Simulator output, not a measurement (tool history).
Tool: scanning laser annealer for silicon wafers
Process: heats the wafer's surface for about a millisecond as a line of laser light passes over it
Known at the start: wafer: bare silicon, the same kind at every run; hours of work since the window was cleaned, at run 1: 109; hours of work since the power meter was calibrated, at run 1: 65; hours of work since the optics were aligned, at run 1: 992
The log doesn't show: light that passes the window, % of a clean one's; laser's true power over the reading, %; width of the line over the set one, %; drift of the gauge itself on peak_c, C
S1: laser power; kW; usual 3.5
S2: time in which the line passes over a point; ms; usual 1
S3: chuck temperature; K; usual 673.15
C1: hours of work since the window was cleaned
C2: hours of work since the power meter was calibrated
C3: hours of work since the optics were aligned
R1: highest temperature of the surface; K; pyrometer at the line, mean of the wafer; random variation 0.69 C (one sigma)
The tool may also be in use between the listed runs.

{"run": 1, "hour": 0.0, "S1": 3.5, "S2": 1, "S3": 673.15, "C1": 109, "C2": 65, "C3": 992, "R1": 1400.75}
{"run": 2, "hour": 21.4, "S1": 3.5, "S2": 1, "S3": 673.15, "C1": 120, "C2": 76, "C3": 1003, "R1": 1401.75}
{"run": 3, "hour": 42.6, "S1": 3.5, "S2": 1, "S3": 673.15, "C1": 131, "C2": 87, "C3": 1014, "R1": 1401.75}
{"run": 4, "hour": 52.9, "S1": 3.5, "S2": 1, "S3": 673.15, "C1": 136, "C2": 92, "C3": 1019, "R1": 1402.35}
{"run": 5, "hour": 72.5, "S1": 3.5, "S2": 1, "S3": 673.15, "C1": 146, "C2": 102, "C3": 1029, "R1": 1400.75}
{"run": 6, "hour": 82.6, "S1": 3.5, "S2": 1, "S3": 673.15, "C1": 151, "C2": 107, "C3": 1034, "R1": 1400.25}
{"run": 7, "hour": 94.1, "S1": 3.5, "S2": 1, "S3": 673.15, "C1": 157, "C2": 113, "C3": 1040, "R1": 1400.95}
{"run": 8, "hour": 116.0, "S1": 3.5, "S2": 1, "S3": 663.15, "C1": 168, "C2": 124, "C3": 1051, "R1": 1389.95}
{"run": 9, "hour": 129.8, "S1": 3.5, "S2": 1, "S3": 673.15, "C1": 175, "C2": 131, "C3": 1058, "R1": 1400.35}
{"run": 10, "hour": 148.4, "S1": 3.5, "S2": 1.04, "S3": 673.15, "C1": 184, "C2": 140, "C3": 1067, "R1": 1414.15}
{"run": 11, "hour": 163.0, "S1": 3.5, "S2": 1.04, "S3": 673.15, "C1": 192, "C2": 148, "C3": 1075, "R1": 1413.45}
{"run": 12, "hour": 183.0, "S1": 3.5, "S2": 1, "S3": 673.15, "C1": 202, "C2": 158, "C3": 1085, "R1": 1400.95}
{"run": 13, "hour": 198.1, "S1": 3.5, "S2": 1, "S3": 688.15, "C1": 209, "C2": 165, "C3": 1092, "R1": 1414.35}
{"run": 14, "hour": 214.0, "S1": 3.5, "S2": 1, "S3": 688.15, "C1": 218, "C2": 173, "C3": 1100, "R1": 1414.95}
{"run": 15, "hour": 234.4, "S1": 3.5, "S2": 1, "S3": 688.15, "C1": 228, "C2": 184, "C3": 1111, "R1": 1415.45}
{"run": 16, "hour": 255.7, "S1": 3.5, "S2": 1, "S3": 707.15, "C1": 239, "C2": 195, "C3": 1122, "R1": 1433.45}
{"run": 17, "hour": 275.2, "S1": 3.5, "S2": 1, "S3": 679.15, "C1": 249, "C2": 204, "C3": 1131, "R1": 1405.65}
{"run": 18, "hour": 294.4, "S1": 3.5, "S2": 0.72, "S3": 673.15, "C1": 258, "C2": 214, "C3": 1141, "R1": 1294.35}
{"run": 19, "hour": 309.2, "S1": 3.5, "S2": 0.72, "S3": 673.15, "C1": 266, "C2": 222, "C3": 1149, "R1": 1293.55}
{"run": 20, "hour": 318.1, "S1": 3.5, "S2": 0.72, "S3": 673.15, "C1": 270, "C2": 226, "C3": 1153, "R1": 1293.95}
{"run": 21, "hour": 334.9, "S1": 3.5, "S2": 0.72, "S3": 673.15, "C1": 279, "C2": 235, "C3": 1162, "R1": 1294.35}
{"run": 22, "hour": 353.7, "S1": 3.207, "S2": 0.72, "S3": 673.15, "C1": 288, "C2": 244, "C3": 1171, "R1": 1247.15}
{"run": 23, "hour": 367.0, "S1": 3.076, "S2": 1, "S3": 646.15, "C1": 295, "C2": 251, "C3": 1178, "R1": 1289.15}
{"run": 24, "hour": 376.6, "S1": 3.076, "S2": 0.79, "S3": 651.15, "C1": 300, "C2": 256, "C3": 1183, "R1": 1227.45}
{"run": 25, "hour": 392.7, "S1": 3.093, "S2": 1.22, "S3": 681.15, "C1": 308, "C2": 264, "C3": 1191, "R1": 1391.65}
{"run": 26, "hour": 413.1, "S1": 3.093, "S2": 1.22, "S3": 681.15, "C1": 318, "C2": 274, "C3": 1201, "R1": 1391.35}
{"run": 27, "hour": 422.7, "S1": 3.337, "S2": 0.78, "S3": 670.15, "C1": 323, "C2": 279, "C3": 1206, "R1": 1285.85}
{"run": 28, "hour": 441.3, "S1": 3.337, "S2": 0.78, "S3": 670.15, "C1": 333, "C2": 289, "C3": 1216, "R1": 1286.45}
{"run": 29, "hour": 451.3, "S1": 3.337, "S2": 0.78, "S3": 670.15, "C1": 338, "C2": 294, "C3": 1221, "R1": 1286.65}
{"hour": 463.5, "done": "optics aligned, line set to its width"}
{"run": 30, "hour": 476.6, "S1": 3.334, "S2": 1.14, "S3": 673.15, "C1": 348, "C2": 304, "C3": 7, "R1": 1414.75}
{"run": 31, "hour": 491.8, "S1": 3.334, "S2": 1.14, "S3": 673.15, "C1": 356, "C2": 312, "C3": 14, "R1": 1415.25}
{"run": 32, "hour": 506.1, "S1": 3.334, "S2": 1.14, "S3": 673.15, "C1": 363, "C2": 319, "C3": 22, "R1": 1414.65}
{"run": 33, "hour": 527.8, "S1": 3.769, "S2": 1, "S3": 646.15, "C1": 374, "C2": 330, "C3": 33, "R1": 1426.55}
{"run": 34, "hour": 537.7, "S1": 3.839, "S2": 1.22, "S3": 646.15, "C1": 379, "C2": 335, "C3": 38, "R1": 1516.75}
{"run": 35, "hour": 555.8, "S1": 3.033, "S2": 0.95, "S3": 646.15, "C1": 388, "C2": 344, "C3": 47, "R1": 1268.75}
{"run": 36, "hour": 572.5, "S1": 3.731, "S2": 0.82, "S3": 691.15, "C1": 397, "C2": 352, "C3": 55, "R1": 1394.05}
{"run": 37, "hour": 582.0, "S1": 3.397, "S2": 0.92, "S3": 692.15, "C1": 401, "C2": 357, "C3": 60, "R1": 1373.15}
{"run": 38, "hour": 593.9, "S1": 3.397, "S2": 0.92, "S3": 692.15, "C1": 407, "C2": 363, "C3": 66, "R1": 1372.95}
{"run": 39, "hour": 605.2, "S1": 3.397, "S2": 0.92, "S3": 692.15, "C1": 413, "C2": 369, "C3": 72, "R1": 1371.85}
{"run": 40, "hour": 617.1, "S1": 3.537, "S2": 1.12, "S3": 711.15, "C1": 419, "C2": 375, "C3": 78, "R1": 1485.15}
{"run": 41, "hour": 635.0, "S1": 3.5, "S2": 0.92, "S3": 713.15, "C1": 428, "C2": 384, "C3": 87, "R1": 1413.35}

Hidden state or all else? Some run-to-run changes of R1, split into what the settings, what came in and random variation would give without the hidden state, and what is left for the hidden state (with any gauge scatter that isn't in both results):
Run 24 -> 25: S1 3.076 -> 3.093, S2 0.79 -> 1.22, S3 651.15 -> 681.15. R1 +164.2 K: hidden state -2.3, all else +166.5.
Run 29 -> 30: S1 3.337 -> 3.334, S2 0.78 -> 1.14, S3 670.15 -> 673.15, optics aligned, line set to its width. R1 +128.1 K: hidden state +2.4, all else +125.7.
Run 34 -> 35: S1 3.839 -> 3.033, S2 1.22 -> 0.95. R1 -248 K: hidden state +2.8, all else -250.8.
